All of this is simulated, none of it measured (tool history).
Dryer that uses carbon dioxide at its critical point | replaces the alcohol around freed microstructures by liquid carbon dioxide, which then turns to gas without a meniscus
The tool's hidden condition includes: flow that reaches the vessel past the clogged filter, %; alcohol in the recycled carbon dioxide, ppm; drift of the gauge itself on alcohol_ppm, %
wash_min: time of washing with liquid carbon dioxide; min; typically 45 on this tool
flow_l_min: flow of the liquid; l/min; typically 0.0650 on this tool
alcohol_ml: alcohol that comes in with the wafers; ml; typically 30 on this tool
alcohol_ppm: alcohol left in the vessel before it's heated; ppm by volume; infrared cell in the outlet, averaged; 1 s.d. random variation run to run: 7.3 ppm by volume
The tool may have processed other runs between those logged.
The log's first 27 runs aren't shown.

run     day  wash_min  flow_l_min  alcohol_ml  hours of work since the filter was changed  hours of work since the purifier's bed was changed  alcohol_ppm
 28  15.462        34      0.0513          21                                         102                                                 430         2103
 29  16.075        40      0.0779          81                                         110                                                 438          885
 30  16.479        40      0.0779          81                                         116                                                 443          902
 31  17.212        45      0.0394          60                                         125                                                 453         5537
 32  17.858        63      0.0646          30                                         134                                                 461          114
 33  18.229        31      0.0650          30                                         139                                                 466         2096
 34  19.054        31      0.0641          45                                         150                                                 477         3251
 35  19.708        43      0.0958          37                                         158                                                 486          147
 36  20.375        72      0.0447          44                                         167                                                 494          426
 37  20.992        63      0.0678          28                                         175                                                 503          103
 38  21.571        30      0.0690          53                                         183                                                 510         3542
 39  22.025        36      0.0487          30                                         189                                                 516         3194
 40  22.433        59      0.0650          26                                         194                                                 521          141
 41  23.154        59      0.0517          28                                         203                                                 531          400
 42  23.862        63      0.0458          49                                         213                                                 540          838
 43  24.412        45      0.0650          36                                         220                                                 547          635

Each row is a separate what-if for the run after 43, all from the same tool condition, not one after another. Results?
  A  24.821        32      0.0422          69                                         225                                                 553            ?
  B  24.821        45      0.0991         118                                         225                                                 553            ?
  C  24.821        30      0.0650          37                                         225                                                 553            ?
  D  24.821        60      0.0650          94                                         225                                                 553            ?

run  alcohol_ppm
  A        14489
  B          251
  C         2960
  D          356
The same runs, with their run-to-run variation unchanged, on a tool lacking any hidden condition would have given:
run  alcohol_ppm
  A        12364
  B          124
  C         2333
  D          196
